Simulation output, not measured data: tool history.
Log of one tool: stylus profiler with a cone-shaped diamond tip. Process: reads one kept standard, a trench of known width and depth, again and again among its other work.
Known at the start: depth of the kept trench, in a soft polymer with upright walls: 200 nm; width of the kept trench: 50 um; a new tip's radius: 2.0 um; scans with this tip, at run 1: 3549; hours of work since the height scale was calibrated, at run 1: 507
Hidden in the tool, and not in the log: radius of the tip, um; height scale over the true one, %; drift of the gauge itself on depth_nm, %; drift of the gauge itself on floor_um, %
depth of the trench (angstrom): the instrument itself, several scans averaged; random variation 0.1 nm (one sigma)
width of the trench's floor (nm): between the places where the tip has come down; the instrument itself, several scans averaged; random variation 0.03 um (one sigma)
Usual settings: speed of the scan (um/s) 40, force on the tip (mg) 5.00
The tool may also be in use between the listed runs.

run	hour	speed of the scan (um/s)	force on the tip (mg)	scans with this tip	hours of work since the height scale was calibrated	depth of the trench (angstrom)	width of the trench's floor (nm)
1	0.0	40	5.00	3549	507	2042.9	48080
2	21.5	40	5.00	3638	520	2044.0	48090
3	52.9	40	3.69	3768	539	2035.0	48100
4	82.1	40	3.69	3889	556	2036.6	48050
5	107.9	40	3.69	3996	571	2034.1	48110
6	131.5	40	3.69	4094	585	2035.1	48060
7	162.5	40	5.00	4222	603	2042.6	48110
8	196.2	40	12.76	4361	623	2083.9	48110
9	221.8	16	5.00	4467	639	2042.9	48110
10	238.9	40	5.00	4538	649	2044.1	48080
11	256.8	40	5.00	4612	659	2043.9	48020
12	289.1	40	5.00	4746	678	2042.9	48080
13	305.9	40	5.00	4815	688	2042.5	48120
14	326.6	40	5.00	4901	700	2042.8	48040
15	346.8	40	5.00	4984	712	2043.0	48070
16	367.2	40	3.41	5069	724	2033.2	48050
# hour 369.6: height scale calibrated on a step standard
17	391.4	40	3.41	5167	13	2031.6	48070
18	414.6	40	4.66	5263	27	2038.8	48080
19	439.0	40	1.87	5364	41	2017.8	48000
20	473.0	44	5.00	5505	61	2040.2	48060
21	496.1	19	2.07	5600	75	2021.9	48030

Forecast run 22:
# hour 509.0: height scale calibrated on a step standard, once more
22	523.2	41	6.50	5710	8	?	?

{"run 22": {"depth of the trench (angstrom)": 2053.7, "width of the trench's floor (nm)": 48080}}
Without the tool's hidden state the same run would have given depth of the trench (angstrom) 2054.0, width of the trench's floor (nm) 48250.

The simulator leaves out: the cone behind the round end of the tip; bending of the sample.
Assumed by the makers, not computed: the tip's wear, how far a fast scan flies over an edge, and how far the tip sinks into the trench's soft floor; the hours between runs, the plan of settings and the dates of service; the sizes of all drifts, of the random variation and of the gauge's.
